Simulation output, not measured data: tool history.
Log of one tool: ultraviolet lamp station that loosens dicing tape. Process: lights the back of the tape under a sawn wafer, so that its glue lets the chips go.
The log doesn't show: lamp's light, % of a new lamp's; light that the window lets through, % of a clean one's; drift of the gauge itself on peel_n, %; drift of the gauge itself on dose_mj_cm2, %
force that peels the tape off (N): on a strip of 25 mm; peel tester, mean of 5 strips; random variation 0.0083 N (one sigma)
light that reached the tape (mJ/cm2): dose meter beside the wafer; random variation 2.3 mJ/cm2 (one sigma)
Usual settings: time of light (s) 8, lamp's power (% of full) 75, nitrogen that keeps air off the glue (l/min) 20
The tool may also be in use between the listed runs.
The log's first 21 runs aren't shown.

run    hour  time of light (s)  lamp's power (% of full)  nitrogen that keeps air off the glue (l/min)  hours of work of the lamp  hours of work since the window was cleaned  force that peels the tape off (N)  light that reached the tape (mJ/cm2)
 22   762.2                  8                        75                                            20                       1301                                         299                              0.614                                   138
 23   785.8                  4                        84                                            20                       1314                                         312                              1.517                                    77
 24   829.2                  8                        85                                            26                       1338                                         336                              0.438                                   153
      846.2  -- window cleaned of glue's vapour
 25   850.3                  8                        85                                            26                       1349                                           2                              0.337                                   187
 26   882.4                  8                        85                                            26                       1367                                          20                              0.346                                   181
 27   922.7                  6                        85                                            18                       1390                                          43                              0.713                                   134
 28   964.1                  6                        85                                             9                       1413                                          66                              1.149                                   133
 29  1012.4                  8                        75                                            26                       1440                                          93                              0.446                                   151
 30  1033.8                  6                        75                                            15                       1452                                         105                              1.003                                   115
 31  1071.8                  8                        62                                            20                       1473                                         126                              0.748                                   121
 32  1118.2                 11                        67                                            20                       1499                                         152                               0.44                                   178
 33  1149.4                 11                        73                                            20                       1516                                         169                              0.376                                   193
 34  1188.5                 11                        71                                            20                       1538                                         191                              0.405                                   184
 35  1234.3                  8                        95                                            11                       1563                                         216                              0.622                                   176
 36  1264.9                  8                        95                                            11                       1580                                         233                              0.668                                   172
 37  1311.6                  7                        95                                            22                       1606                                         259                              0.541                                   146
 38  1347.7                  7                        95                                            22                       1627                                         280                              0.562                                   150
 39  1382.5                  6                        74                                            36                       1646                                         299                              0.853                                    96
 40  1417.9                  6                        74                                            36                       1666                                         319                              0.896                                    94
     1465.9  -- window cleaned of glue's vapour
 41  1465.9                  8                        67                                            20                       1692                                           0                              0.668                                   128
 42    1492                 10                        85                                            29                       1707                                          15                              0.268                                   210
 43  1541.7                  8                        73                                            24                       1734                                          42                               0.55                                   139

3 ways to go on from here, each from the tool as it stands after run 43. What would each give?
  A  1571.8                  8                        76                                            20                       1751                                          59                                  ?                                     ?
  B  1571.8                  8                        75                                             9                       1751                                          59                                  ?                                     ?
  C  1571.8                  5                        72                                            20                       1751                                          59                                  ?                                     ?

run  force that peels the tape off (N)  light that reached the tape (mJ/cm2)
  A                              0.585                                   144
  B                               1.03                                   143
  C                              1.314                                    89
Without the tool's hidden state the same runs would have given:
run  force that peels the tape off (N)  light that reached the tape (mJ/cm2)
  A                              0.322                                   209
  B                              0.559                                   208
  C                              0.753                                   128
